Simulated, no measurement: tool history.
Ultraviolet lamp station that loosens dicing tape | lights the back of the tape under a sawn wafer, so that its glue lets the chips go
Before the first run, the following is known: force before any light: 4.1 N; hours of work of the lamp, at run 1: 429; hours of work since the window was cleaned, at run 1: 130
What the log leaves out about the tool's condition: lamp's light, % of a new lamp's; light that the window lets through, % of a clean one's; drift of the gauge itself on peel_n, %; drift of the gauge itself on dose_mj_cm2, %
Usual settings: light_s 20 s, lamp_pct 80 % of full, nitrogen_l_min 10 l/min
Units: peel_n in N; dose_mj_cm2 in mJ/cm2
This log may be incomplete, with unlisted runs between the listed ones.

run     day  light_s  lamp_pct  nitrogen_l_min  hours of work of the lamp  hours of work since the window was cleaned  peel_n  dose_mj_cm2
  1       0       20        80              10                        429                                         130   0.434          392
  2   1.383       29        80              10                        444                                         144   0.206          564
  3   2.621       20        80              10                        456                                         157   0.459          389
  4   3.725       31        80              10                        468                                         168   0.176          600
  5   4.704       20        80              10                        477                                         178    0.46          387
  6   6.183       20        80               3                        493                                         193   0.791          383
  7   7.742       20        65              10                        508                                         209   0.717          311
  8   9.125       20        65              10                        523                                         223   0.689          309
  9  10.575       20        94              10                        537                                         238   0.356          444
 10    11.4       24        94              10                        546                                         246   0.235          529
 11  12.404       24        94              10                        556                                         257   0.214          524
 12   13.85       24        94              10                        571                                         271   0.242          518
 13  14.504       20        80              10                        578                                         278   0.506          368
 14  15.862       20        80              10                        591                                         292   0.494          365
 15  17.012       20        68               7                        603                                         304   0.801          310
 16  17.683       20        68               7                        610                                         310   0.806          311
 17  18.908       25        77               7                        622                                         323   0.439          437
 18  20.029       20       100              10                        634                                         334   0.326          450
 19  20.704       20       100              10                        641                                         341   0.325          449
     20.804  -- window cleaned of glue's vapour
 20  22.004       20        64               5                        654                                          12    1.01          281
 21  23.346       14        98              10                        668                                          26    0.75          303
 22  24.117       11        76              10                        675                                          34   1.443          185
     24.983  -- window cleaned of glue's vapour, once more
 23  25.329       34        80               7                        688                                           4   0.193          619
 24  26.592       34        80               7                        700                                          16   0.188          623
 25  28.008       28        83               6                        715                                          31   0.308          518
 26    29.5       17        93               6                        730                                          46   0.683          354
 27  30.829       15        80              20                        744                                          60   0.726          265
 28  32.392       15        80              20                        760                                          76   0.769          264

Each row is a separate what-if for the run after 28, all from the same tool condition, not one after another. Results?
  A  33.092       15        81              14                        767                                          83       ?            ?
  B  33.092       15        61              10                        767                                          83       ?            ?
  C  33.092       20        66               9                        767                                          83       ?            ?
  D  33.092       11        69              20                        767                                          83       ?            ?
  E  33.092       15        80               9                        767                                          83       ?            ?

run  peel_n  dose_mj_cm2
  A   0.813          264
  B   1.315          199
  C   0.818          283
  D    1.41          166
  E   0.945          264
Without the tool's hidden state the same runs would have given:
run  peel_n  dose_mj_cm2
  A   0.483          353
  B   0.892          267
  C   0.488          379
  D   0.984          223
  E   0.586          353
